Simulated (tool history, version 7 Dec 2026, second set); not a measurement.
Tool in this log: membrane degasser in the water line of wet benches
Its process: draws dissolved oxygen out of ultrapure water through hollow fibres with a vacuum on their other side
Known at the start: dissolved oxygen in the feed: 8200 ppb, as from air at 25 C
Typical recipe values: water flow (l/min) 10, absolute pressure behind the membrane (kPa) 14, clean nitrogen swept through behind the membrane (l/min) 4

run,hour,water flow (l/min),absolute pressure behind the membrane (kPa),clean nitrogen swept through behind the membrane (l/min),dissolved oxygen in the water behind the degasser (ppb),pressure that the water loses in the fibres (kPa)
1,0,10,14,4,314.9,71.05
2,30.4,10,14,4,321.6,70.66
3,56.8,10,14,4,316.7,71.04
4,78.1,10,14,3.04,338.4,70.94
5,110.6,10,14,3.04,336.2,71.2
6,154.7,10,25.8,3.04,436.2,70.8
7,204.5,10,8.6,3.04,299.5,71.2
8,246.7,6,14,4,89.7,42.42
9,286.5,9,14,4,249,63.75
10,309.4,10,15.9,4,337.6,71.33
11,346.1,10,14,4,324.9,71.25
12,391.7,10,14,4,324.1,71.58
13,414.6,10,14,5.03,307.5,71.67
14,462.5,10,14,5.03,309.9,71.06
15,490.8,10,14,4,327.6,71.38
16,514.6,15,14,9.72,683.8,107.3
17,555.2,6,18.9,5.44,94,42.67
18,598.5,6,9.8,5.44,70,43.05
19,637,7,9.8,8.37,102.3,50.25
# hour 641.1: vacuum gauge calibrated
20,663.6,8,14.2,5.26,185.6,57.33
21,707.1,15,8.8,5.26,697.2,107.29
22,743,13,25.1,6.83,586.5,92.85
23,782.1,10,24.2,2.15,500.4,71.61
24,829.4,10,24.3,3.48,412.8,71.68
# hour 855.2: vacuum gauge calibrated, once more
25,866.2,9,26.1,4,321.1,65.04
26,894,11,14,4,407.3,78.87
27,936.8,9,23.7,7.52,262.3,65
28,959.4,11,13.9,5.23,401.4,78.91
29,980.7,7,32,4,220,50.35

Branching from run 29: 3 alternative next runs. What would each branch give?
A,1010.1,7,11.9,4,?,?
B,1010.1,10,27.6,11.52,?,?
C,1010.1,10,25.7,4,?,?

run,dissolved oxygen in the water behind the degasser (ppb),pressure that the water loses in the fibres (kPa)
A,128.5,50.17
B,323.1,71.64
C,395.4,72.43
What these runs would have given with no unlogged condition in the tool:
run,dissolved oxygen in the water behind the degasser (ppb),pressure that the water loses in the fibres (kPa)
A,111.3,48.14
B,285.3,68.75
C,356.4,69.51
